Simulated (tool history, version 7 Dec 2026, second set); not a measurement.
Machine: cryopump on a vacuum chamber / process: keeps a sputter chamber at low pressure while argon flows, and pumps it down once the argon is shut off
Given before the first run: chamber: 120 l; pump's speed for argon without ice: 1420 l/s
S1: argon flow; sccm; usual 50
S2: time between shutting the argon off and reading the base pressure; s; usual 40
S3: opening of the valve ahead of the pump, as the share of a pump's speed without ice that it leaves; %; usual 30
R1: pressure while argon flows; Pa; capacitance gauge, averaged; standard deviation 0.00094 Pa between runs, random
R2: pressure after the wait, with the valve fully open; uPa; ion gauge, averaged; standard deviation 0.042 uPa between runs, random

| run | day | S1 | S2 | S3 | R1 | R2 |
|---|---|---|---|---|---|---|
| 1 | 0 | 50 | 40 | 30 | 0.2065 | 3.29 |
| 2 | 1.142 | 33 | 40 | 30 | 0.1366 | 3.38 |
| 3 | 2.15 | 33 | 40 | 30 | 0.136 | 3.25 |
| 4 | 3.262 | 33 | 40 | 30 | 0.1368 | 3.38 |
| 5 | 4.079 | 33 | 40 | 30 | 0.1382 | 3.37 |
| 6 | 4.871 | 50 | 40 | 30 | 0.2101 | 3.31 |
| 7 | 6.321 | 50 | 86 | 30 | 0.2094 | 2.18 |
| 8 | 7.496 | 50 | 86 | 30 | 0.2083 | 2.16 |
| 9 | 8.162 | 98 | 40 | 30 | 0.4108 | 3.51 |
| 10 | 9.35 | 98 | 40 | 30 | 0.4115 | 3.47 |
| 11 | 10.033 | 50 | 40 | 30 | 0.2102 | 3.38 |
| 12 | 10.942 | 50 | 25 | 30 | 0.2091 | 4.86 |
| 13 | 11.75 | 50 | 25 | 30 | 0.21 | 4.86 |
| 14 | 12.654 | 50 | 40 | 30 | 0.2101 | 3.47 |
| 15 | 14.396 | 50 | 40 | 30 | 0.1974 | 3.35 |
| 16 | 15.358 | 50 | 151 | 30 | 0.1988 | 1.61 |
| 17 | 16.933 | 50 | 151 | 30 | 0.2001 | 1.61 |
| 18 | 18.371 | 35 | 29 | 30 | 0.1383 | 4.13 |
| 19 | 19.854 | 35 | 29 | 30 | 0.1394 | 4.32 |
| 20 | 21.354 | 35 | 29 | 30 | 0.1405 | 4.19 |
| 21 | 22.867 | 100 | 40 | 30 | 0.4021 | 3.45 |
| 22 | 24 | 100 | 40 | 30 | 0.4011 | 3.38 |
| 23 | 25.592 | 61 | 188 | 19 | 0.3849 | 1.6 |
| 24 | 26.275 | 22 | 147 | 16 | 0.1645 | 1.77 |
| 25 | 26.988 | 22 | 147 | 16 | 0.1653 | 1.75 |
| 26 | 27.875 | 22 | 143 | 47 | 0.0572 | 1.78 |
| 27 | 28.942 | 78 | 64 | 16 | 0.581 | 2.58 |
| 28 | 29.883 | 78 | 64 | 16 | 0.587 | 2.63 |
| 29 | 31.083 | 78 | 64 | 16 | 0.5839 | 2.72 |
| 30 | 32.654 | 78 | 64 | 16 | 0.5864 | 2.66 |
| 31 | 33.733 | 30 | 114 | 35 | 0.1041 | 2.07 |
| 32 | 34.633 | 94 | 40 | 24 | 0.4749 | 3.48 |
| 33 | 36.038 | 94 | 40 | 24 | 0.4711 | 3.62 |
| 34 | 36.896 | 94 | 40 | 24 | 0.4759 | 3.54 |

Not shown: 1 entry that the log had between the listed runs. Between which runs, and how does the tool's hidden state differ before and after?
Runs 14 to 15: pump warmed up, emptied and cooled again (day 13.288)
  pump's speed, % of a pump's without ice: 83.9 -> 99.5; leak into the chamber, uPa l/s: 1450 -> 1464
  measured less the result without the state, R1: +0.0119 -> +0.0006 Pa; R2: +1.01 -> +0.84 uPa
